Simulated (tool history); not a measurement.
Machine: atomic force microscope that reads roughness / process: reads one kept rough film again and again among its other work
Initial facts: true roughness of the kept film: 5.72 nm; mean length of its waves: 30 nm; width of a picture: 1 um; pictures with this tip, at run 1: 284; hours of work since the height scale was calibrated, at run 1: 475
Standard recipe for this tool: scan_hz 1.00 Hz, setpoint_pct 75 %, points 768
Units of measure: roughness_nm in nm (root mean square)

| run | hour | scan_hz | setpoint_pct | points | pictures with this tip | hours of work since the height scale was calibrated | roughness_nm |
|---|---|---|---|---|---|---|---|
| 1 | 0.0 | 1.00 | 75 | 768 | 284 | 475 | 3.663 |
|  | 25.3 | new tip fitted |
| 2 | 33.4 | 1.00 | 75 | 768 | 9 | 495 | 4.641 |
| 3 | 51.0 | 1.00 | 60 | 768 | 31 | 506 | 4.736 |
| 4 | 76.8 | 1.00 | 60 | 768 | 62 | 522 | 4.574 |
| 5 | 96.1 | 1.00 | 60 | 768 | 86 | 534 | 4.431 |
| 6 | 127.0 | 1.00 | 60 | 768 | 124 | 553 | 4.251 |
| 7 | 149.7 | 1.00 | 75 | 768 | 152 | 567 | 3.991 |
| 8 | 175.8 | 1.00 | 75 | 768 | 184 | 583 | 3.871 |
| 9 | 212.1 | 1.00 | 75 | 768 | 228 | 605 | 3.747 |
| 10 | 235.2 | 0.50 | 75 | 768 | 256 | 619 | 3.698 |
| 11 | 257.9 | 0.50 | 75 | 768 | 284 | 633 | 3.665 |
|  | 282.9 | new tip fitted |
| 12 | 295.2 | 1.00 | 75 | 768 | 15 | 656 | 4.686 |
| 13 | 330.5 | 1.00 | 75 | 768 | 58 | 678 | 4.503 |
| 14 | 359.4 | 1.00 | 75 | 768 | 94 | 696 | 4.317 |
| 15 | 380.8 | 1.00 | 75 | 768 | 120 | 709 | 4.205 |
| 16 | 403.4 | 1.00 | 83 | 768 | 148 | 723 | 3.937 |
| 17 | 435.7 | 1.00 | 75 | 908 | 187 | 743 | 3.928 |
| 18 | 473.8 | 1.00 | 60 | 768 | 234 | 766 | 3.836 |
| 19 | 493.7 | 1.53 | 75 | 768 | 258 | 778 | 3.529 |
| 20 | 516.5 | 1.53 | 75 | 768 | 286 | 792 | 3.438 |
|  | 540.8 | new tip fitted |
| 21 | 541.6 | 3.35 | 75 | 556 | 1 | 808 | 4.209 |
| 22 | 562.1 | 3.35 | 75 | 556 | 26 | 820 | 4.079 |
| 23 | 584.2 | 2.56 | 65 | 345 | 53 | 834 | 4.399 |
| 24 | 601.7 | 0.66 | 70 | 768 | 75 | 845 | 4.556 |
| 25 | 619.1 | 0.79 | 70 | 768 | 96 | 855 | 4.400 |
|  | 622.0 | height scale calibrated on a step standard |
| 26 | 637.9 | 0.79 | 70 | 768 | 118 | 10 | 4.325 |
| 27 | 670.6 | 1.00 | 74 | 768 | 158 | 30 | 4.076 |
| 28 | 694.1 | 1.00 | 84 | 768 | 186 | 44 | 3.818 |
| 29 | 730.0 | 0.78 | 63 | 768 | 230 | 67 | 3.913 |
| 30 | 751.3 | 1.73 | 56 | 272 | 256 | 80 | 3.746 |
|  | 770.7 | height scale calibrated on a step standard, once more |
| 31 | 787.6 | 1.88 | 64 | 667 | 300 | 10 | 3.516 |
|  | 802.4 | new tip fitted |
| 32 | 813.6 | 1.88 | 64 | 667 | 14 | 26 | 4.677 |
| 33 | 843.9 | 1.25 | 64 | 350 | 51 | 45 | 4.540 |
| 34 | 872.6 | 2.86 | 87 | 870 | 86 | 62 | 3.451 |
| 35 | 907.1 | 3.36 | 80 | 290 | 128 | 84 | 3.397 |
| 36 | 922.9 | 1.00 | 75 | 614 | 148 | 93 | 4.014 |

What would each run have given without the hidden state, its run-to-run variation left as it was?
Unlogged tool condition in this case: radius of the tip, nm; height scale over the true one, %; drift of the gauge itself on roughness_nm, %.
| run | roughness_nm |
|---|---|
| 1 | 4.768 |
| 2 | 4.755 |
| 3 | 4.979 |
| 4 | 4.964 |
| 5 | 4.943 |
| 6 | 4.941 |
| 7 | 4.760 |
| 8 | 4.765 |
| 9 | 4.800 |
| 10 | 4.865 |
| 11 | 4.936 |
| 12 | 4.745 |
| 13 | 4.775 |
| 14 | 4.767 |
| 15 | 4.779 |
| 16 | 4.607 |
| 17 | 4.785 |
| 18 | 4.906 |
| 19 | 4.595 |
| 20 | 4.596 |
| 21 | 4.192 |
| 22 | 4.179 |
| 23 | 4.653 |
| 24 | 4.945 |
| 25 | 4.879 |
| 26 | 4.888 |
| 27 | 4.797 |
| 28 | 4.615 |
| 29 | 4.942 |
| 30 | 4.840 |
| 31 | 4.794 |
| 32 | 4.753 |
| 33 | 4.818 |
| 34 | 3.816 |
| 35 | 3.923 |
| 36 | 4.739 |
